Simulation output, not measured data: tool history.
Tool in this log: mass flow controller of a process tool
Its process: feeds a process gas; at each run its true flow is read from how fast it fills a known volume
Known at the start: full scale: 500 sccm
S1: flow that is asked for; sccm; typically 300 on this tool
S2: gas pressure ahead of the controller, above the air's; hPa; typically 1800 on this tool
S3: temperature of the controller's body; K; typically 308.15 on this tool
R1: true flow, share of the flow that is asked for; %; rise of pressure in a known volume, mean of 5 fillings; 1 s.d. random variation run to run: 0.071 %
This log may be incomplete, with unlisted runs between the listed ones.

run	day	S1	S2	S3	R1
1	0.000	300	1800	308.15	99.40
2	16.904	300	2640	308.15	98.97
3	27.058	300	2190	308.15	99.21
# day 35.783: controller's zero set anew
4	43.121	300	2190	308.15	100.93
5	57.846	300	2190	308.15	100.85
6	70.846	89	1800	308.15	99.89
7	80.679	89	1800	308.15	99.58
8	94.996	300	1800	306.15	100.58
9	103.296	300	1800	306.15	100.67
10	112.850	300	1800	306.15	100.53
11	128.525	300	2500	306.15	100.10
12	137.108	300	2500	306.15	100.04
13	151.871	300	1800	308.15	100.43
14	167.058	300	1800	308.15	100.38
15	177.504	300	1800	308.15	100.30
16	189.925	300	1800	308.15	100.17
17	198.196	300	1800	308.15	100.27
18	211.354	300	1800	308.15	100.15
19	219.767	300	1800	308.15	100.11
20	231.371	300	1800	308.15	100.07
21	240.329	300	2450	308.15	99.65
22	249.617	158	1700	308.15	98.30
23	265.483	300	1570	301.15	99.47
24	275.888	300	1570	301.15	99.20
25	288.458	300	1570	301.15	99.29
26	304.929	425	2200	300.15	99.64
27	314.846	425	2200	300.15	99.63
28	323.171	294	2260	311.15	99.46
# day 325.196: controller's zero set anew
29	338.675	229	1470	294.15	100.04
30	356.275	124	2710	296.15	99.11
31	369.450	124	2710	296.15	98.92
32	378.208	300	1800	293.15	99.84
33	389.742	300	1870	302.15	100.39
34	397.167	300	1410	296.15	100.22
35	412.208	74	2020	295.15	97.04
36	421.567	200	1800	304.15	99.83
37	434.271	200	1800	304.15	99.83
# day 437.617: controller exchanged for a calibrated one
38	445.892	200	1800	304.15	99.49
39	460.979	432	1800	307.15	100.48
40	473.438	432	1800	307.15	100.32
41	485.308	114	1980	308.15	98.80
42	495.617	114	1980	308.15	98.68

A few steps of R1 between consecutive runs. Split each: what settings, incoming material and random variation would produce without the hidden state, and what is left over for the hidden state, along with gauge scatter present in only one of the two compared results (measured, and without hidden state):
The tool's hidden condition here consists of: flow at rest that the sensor doesn't see, % of full scale; true flow over the shown one, %; drift of the gauge itself on true_pct, %.
Run 3 -> 4: controller's zero set anew. R1 +1.72 %: hidden state +1.76, all else -0.04.
Run 28 -> 29: S1 294 -> 229, S2 2260 -> 1470, S3 311.15 -> 294.15, controller's zero set anew. R1 +0.58 %: hidden state +1.78, all else -1.20.
Run 34 -> 35: S1 300 -> 74, S2 1410 -> 2020, S3 296.15 -> 295.15. R1 -3.18 %: hidden state -2.09, all else -1.09.
Run 35 -> 36: S1 74 -> 200, S2 2020 -> 1800, S3 295.15 -> 304.15. R1 +2.79 %: hidden state +1.59, all else +1.20.
